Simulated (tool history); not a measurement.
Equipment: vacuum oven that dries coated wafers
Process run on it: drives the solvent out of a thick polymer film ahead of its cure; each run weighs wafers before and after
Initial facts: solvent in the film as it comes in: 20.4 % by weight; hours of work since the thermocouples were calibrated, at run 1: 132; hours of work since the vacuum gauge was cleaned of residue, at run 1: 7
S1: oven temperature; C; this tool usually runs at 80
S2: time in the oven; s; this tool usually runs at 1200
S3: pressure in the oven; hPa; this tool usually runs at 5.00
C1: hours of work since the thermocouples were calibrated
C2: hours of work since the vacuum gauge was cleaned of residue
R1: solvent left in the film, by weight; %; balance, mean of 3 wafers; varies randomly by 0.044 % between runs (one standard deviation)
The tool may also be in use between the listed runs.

run	hour	S1	S2	S3	C1	C2	R1
1	0.0	80	1200	5.00	132	7	1.52
2	10.2	80	1560	5.00	140	15	0.85
3	29.9	80	1560	5.00	155	30	0.92
4	45.6	80	1560	5.00	167	42	0.82
5	60.3	80	1200	5.00	178	53	1.62
6	69.7	80	1200	5.00	185	60	1.55
7	78.3	80	1200	5.00	192	67	1.51
8	91.8	80	1200	5.00	202	77	1.55
9	101.1	80	1200	5.00	209	84	1.56
10	117.0	80	1200	5.00	221	96	1.52
11	134.7	83	1200	5.00	235	110	1.03
12	154.8	80	780	5.00	250	125	3.32
13	165.6	80	780	5.00	258	133	3.32
14	181.2	80	780	5.00	270	145	3.29
15	199.1	80	780	5.00	284	159	3.33
16	213.4	80	780	5.00	295	170	3.32
17	227.6	70	780	2.57	306	181	6.41
18	236.6	84	1200	4.98	313	187	0.91
19	245.1	84	1200	4.98	319	194	0.90
20	256.1	92	900	5.00	328	202	0.56
21	271.5	84	1380	2.96	339	214	0.54
22	286.8	66	1860	4.33	351	226	3.18
23	303.7	68	1020	10.88	364	239	6.30

Run 24, settings as shown, results not yet in. Your forecast:
24	312.8	68	780	10.88	371	246	?

R1: 7.76 %
Take away the tool's hidden state, keep the run-to-run variation as it was, and the same run would have given R1 7.92 %.

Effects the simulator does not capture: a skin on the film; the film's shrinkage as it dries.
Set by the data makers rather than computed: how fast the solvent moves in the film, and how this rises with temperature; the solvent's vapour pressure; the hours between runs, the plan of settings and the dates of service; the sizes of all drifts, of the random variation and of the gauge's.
